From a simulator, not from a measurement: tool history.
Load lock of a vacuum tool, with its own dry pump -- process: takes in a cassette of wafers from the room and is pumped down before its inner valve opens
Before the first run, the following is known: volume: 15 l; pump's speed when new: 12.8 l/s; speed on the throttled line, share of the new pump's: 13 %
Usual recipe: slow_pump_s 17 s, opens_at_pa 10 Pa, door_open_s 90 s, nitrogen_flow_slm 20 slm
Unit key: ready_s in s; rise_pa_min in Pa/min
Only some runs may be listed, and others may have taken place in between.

| run | hour | slow_pump_s | opens_at_pa | door_open_s | nitrogen_flow_slm | incoming humidity of the room's air, % | ready_s | rise_pa_min |
|---|---|---|---|---|---|---|---|---|
| 1 | 0 | 17 | 10 | 90 | 20 | 44 | 26.5 | 0.206 |
| 2 | 647.8 | 17 | 10 | 90 | 20 | 48.7 | 26.71 | 0.254 |
|  | 1148.8 | door's seal changed, seat wiped |
| 3 | 1207.6 | 17 | 10 | 90 | 20 | 43.2 | 26.6 | 0.095 |
| 4 | 1491.7 | 17 | 10 | 90 | 20 | 43.2 | 26.58 | 0.088 |
| 5 | 2113.1 | 17 | 10 | 90 | 20 | 42.9 | 26.92 | 0.113 |
| 6 | 2593.7 | 17 | 10 | 90 | 20 | 44.9 | 26.58 | 0.126 |
| 7 | 3028.7 | 18 | 10 | 167 | 4 | 43.5 | 27.36 | 0.224 |
|  | 3346.7 | dry pump taken out, an overhauled one fitted |
| 8 | 3575.1 | 18 | 10 | 63 | 13 | 44.4 | 26.55 | 0.143 |
| 9 | 4206.3 | 17 | 10 | 154 | 20 | 44.2 | 25.86 | 0.211 |
| 10 | 4522.5 | 8 | 15 | 43 | 20 | 42.6 | 17.42 | 0.156 |
| 11 | 4974.7 | 9 | 7 | 55 | 7 | 47.1 | 19.32 | 0.222 |
| 12 | 5601.6 | 9 | 7 | 55 | 7 | 43.8 | 19.29 | 0.245 |

Below, some changes in ready_s between adjacent runs. For each, the amount present without the hidden state too (settings, incoming material, random variation) and the amount remaining for the hidden state with gauge scatter not shared by both compared results:
What the log doesn't record here: pump's speed, % of a new pump's; leak at the door's seal, Pa l/s; drift of the gauge itself on ready_s, %; drift of the gauge itself on rise_pa_min, %.
Run 7 -> 8: door_open_s 167 -> 63, nitrogen_flow_slm 4 -> 13, dry pump taken out, an overhauled one fitted. ready_s -0.81 s: hidden state -1.04, all else +0.23.
Run 9 -> 10: slow_pump_s 17 -> 8, opens_at_pa 10 -> 15, door_open_s 154 -> 43. ready_s -8.44 s: hidden state +0.02, all else -8.46.
